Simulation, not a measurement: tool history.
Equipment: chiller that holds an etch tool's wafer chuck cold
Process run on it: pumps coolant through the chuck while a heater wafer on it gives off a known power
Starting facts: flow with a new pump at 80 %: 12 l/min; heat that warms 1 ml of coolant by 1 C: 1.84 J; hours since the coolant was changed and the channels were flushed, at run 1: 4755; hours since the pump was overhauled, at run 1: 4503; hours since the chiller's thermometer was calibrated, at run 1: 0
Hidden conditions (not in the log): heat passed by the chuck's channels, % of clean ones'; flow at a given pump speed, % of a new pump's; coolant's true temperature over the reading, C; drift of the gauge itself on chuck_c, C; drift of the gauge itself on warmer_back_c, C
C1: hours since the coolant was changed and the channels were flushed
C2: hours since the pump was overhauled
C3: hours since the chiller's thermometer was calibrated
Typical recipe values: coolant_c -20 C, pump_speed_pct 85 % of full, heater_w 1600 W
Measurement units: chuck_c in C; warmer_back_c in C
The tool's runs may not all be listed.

Run 1, hour 0.0: usual settings; C1 4755; C2 4503; C3 0. Result: chuck_c -0.4 C, warmer_back_c 4.34 C.
Run 2, hour 166.0: usual settings but pump_speed_pct 81 % of full; C1 4921; C2 4669; C3 166. Result: chuck_c 0.4 C, warmer_back_c 4.63 C.
Run 3, hour 389.0: usual settings but coolant_c -22 C, pump_speed_pct 81 % of full; C1 5144; C2 4892; C3 389. Result: chuck_c -1.4 C, warmer_back_c 4.58 C.
Run 4, hour 551.2: usual settings but coolant_c -22 C, pump_speed_pct 81 % of full; C1 5306; C2 5054; C3 551. Result: chuck_c -1.2 C, warmer_back_c 4.63 C.
Run 5, hour 750.4: usual settings; C1 5505; C2 5253; C3 750. Result: chuck_c -0.1 C, warmer_back_c 4.35 C.
Run 6, hour 863.8: usual settings; C1 5619; C2 5367; C3 864. Result: chuck_c 0.0 C, warmer_back_c 4.40 C.
Run 7, hour 1075.7: usual settings; C1 5831; C2 5579; C3 1076. Result: chuck_c 0.1 C, warmer_back_c 4.45 C.
Run 8, hour 1251.1: usual settings but heater_w 2315 W; C1 6006; C2 5754; C3 1251. Result: chuck_c 9.5 C, warmer_back_c 6.40 C.
Run 9, hour 1397.3: usual settings but pump_speed_pct 65 % of full, heater_w 2315 W; C1 6152; C2 5900; C3 1397. Result: chuck_c 16.7 C, warmer_back_c 8.59 C.
Run 10, hour 1521.5: usual settings but pump_speed_pct 65 % of full, heater_w 2315 W; C1 6276; C2 6024; C3 1521. Result: chuck_c 17.1 C, warmer_back_c 8.67 C.
Run 11, hour 1623.4: usual settings but pump_speed_pct 65 % of full, heater_w 2315 W; C1 6378; C2 6126; C3 1623. Result: chuck_c 17.2 C, warmer_back_c 8.64 C.
Run 12, hour 1842.3: usual settings but pump_speed_pct 65 % of full, heater_w 2315 W; C1 6597; C2 6345; C3 1842. Result: chuck_c 17.4 C, warmer_back_c 8.67 C.
Run 13, hour 2028.2: usual settings; C1 6783; C2 6531; C3 2028. Result: chuck_c 1.2 C, warmer_back_c 4.48 C.
Run 14, hour 2184.1: usual settings but heater_w 1762 W; C1 6939; C2 6687; C3 2184. Result: chuck_c 3.3 C, warmer_back_c 4.95 C.
Run 15, hour 2396.1: usual settings but heater_w 1762 W; C1 7151; C2 6899; C3 2396. Result: chuck_c 3.4 C, warmer_back_c 4.95 C.
At hour 2537.8: chiller's thermometer calibrated.
Run 16, hour 2593.8: usual settings but heater_w 1762 W; C1 7348; C2 7096; C3 56. Result: chuck_c 3.6 C, warmer_back_c 4.98 C.
Run 17, hour 2698.8: usual settings but coolant_c -25 C, heater_w 2328 W; C1 7453; C2 7201; C3 161. Result: chuck_c 6.4 C, warmer_back_c 6.58 C.
Run 18, hour 2881.6: usual settings but coolant_c -18 C, pump_speed_pct 60 % of full, heater_w 2281 W; C1 7636; C2 7383; C3 344. Result: chuck_c 23.0 C, warmer_back_c 9.49 C.
Run 19, hour 3066.9: usual settings but coolant_c -18 C, pump_speed_pct 60 % of full, heater_w 2281 W; C1 7821; C2 7569; C3 529. Result: chuck_c 23.3 C, warmer_back_c 9.47 C.
Run 20, hour 3254.5: usual settings but coolant_c -15 C, pump_speed_pct 86 % of full, heater_w 2281 W; C1 8008; C2 7756; C3 717. Result: chuck_c 16.2 C, warmer_back_c 6.44 C.
Run 21, hour 3379.9: usual settings but coolant_c -19 C, pump_speed_pct 86 % of full, heater_w 2281 W; C1 8134; C2 7882; C3 842. Result: chuck_c 12.4 C, warmer_back_c 6.44 C.
Run 22, hour 3569.1: usual settings but coolant_c -15 C, heater_w 991 W; C1 8323; C2 8071; C3 1031. Result: chuck_c -1.1 C, warmer_back_c 2.87 C.
Run 23, hour 3771.6: usual settings but heater_w 1811 W; C1 8526; C2 8273; C3 1234. Result: chuck_c 5.5 C, warmer_back_c 5.23 C.
At hour 3841.0: coolant changed, channels flushed.
Run 24, hour 3898.6: usual settings but coolant_c -23 C, pump_speed_pct 64 % of full, heater_w 2032 W; C1 58; C2 8394; C3 1355. Result: chuck_c 6.0 C, warmer_back_c 7.96 C.
Run 25, hour 4035.9: usual settings but pump_speed_pct 69 % of full, heater_w 2247 W; C1 195; C2 8532; C3 1492. Result: chuck_c 10.5 C, warmer_back_c 8.18 C.
Run 26, hour 4180.7: usual settings but coolant_c -26 C, pump_speed_pct 69 % of full, heater_w 2247 W; C1 340; C2 8677; C3 1637. Result: chuck_c 4.7 C, warmer_back_c 8.19 C.
Run 27, hour 4291.7: usual settings but coolant_c -14 C; C1 451; C2 8788; C3 1748. Result: chuck_c 4.5 C, warmer_back_c 4.64 C.
At hour 4325.8: coolant pump overhauled.
Run 28, hour 4475.2: usual settings but coolant_c -14 C; C1 629; C2 149; C3 1926. Result: chuck_c 2.9 C, warmer_back_c 4.10 C.
Run 29, hour 4583.2: usual settings but coolant_c -17 C, pump_speed_pct 75 % of full, heater_w 2245 W; C1 737; C2 257; C3 2034. Result: chuck_c 9.5 C, warmer_back_c 6.61 C.
Run 30, hour 4728.3: usual settings but coolant_c -25 C, pump_speed_pct 62 % of full, heater_w 1109 W; C1 882; C2 402; C3 2179. Result: chuck_c -9.8 C, warmer_back_c 4.05 C.
Run 31, hour 4857.9: usual settings but coolant_c -17 C; C1 1012; C2 532; C3 2309. Result: chuck_c 0.2 C, warmer_back_c 4.13 C.
Run 32, hour 4951.5: usual settings but coolant_c -11 C, pump_speed_pct 81 % of full; C1 1105; C2 626; C3 2403. Result: chuck_c 6.6 C, warmer_back_c 4.34 C.

How would selected steps in chuck_c from run to run divide? Give the signed amount a tool lacking its hidden state would still show from settings, what came in and random variation, and the signed amount left for the hidden state, including any gauge scatter that is not in both of the compared results.
Run 12 -> 13: pump_speed_pct 65 -> 85, heater_w 2315 -> 1600. chuck_c -16.2 C: hidden state -3.3, all else -12.9.
Run 17 -> 18: coolant_c -25 -> -18, pump_speed_pct 85 -> 60, heater_w 2328 -> 2281. chuck_c +16.6 C: hidden state +2.3, all else +14.3.
Run 21 -> 22: coolant_c -19 -> -15, pump_speed_pct 86 -> 85, heater_w 2281 -> 991. chuck_c -13.5 C: hidden state -4.5, all else -9.0.
Run 23 -> 24: coolant_c -20 -> -23, pump_speed_pct 85 -> 64, heater_w 1811 -> 2032, coolant changed, channels flushed. chuck_c +0.5 C: hidden state -4.2, all else +4.7.
Run 29 -> 30: coolant_c -17 -> -25, pump_speed_pct 75 -> 62, heater_w 2245 -> 1109. chuck_c -19.3 C: hidden state -0.4, all else -18.9.
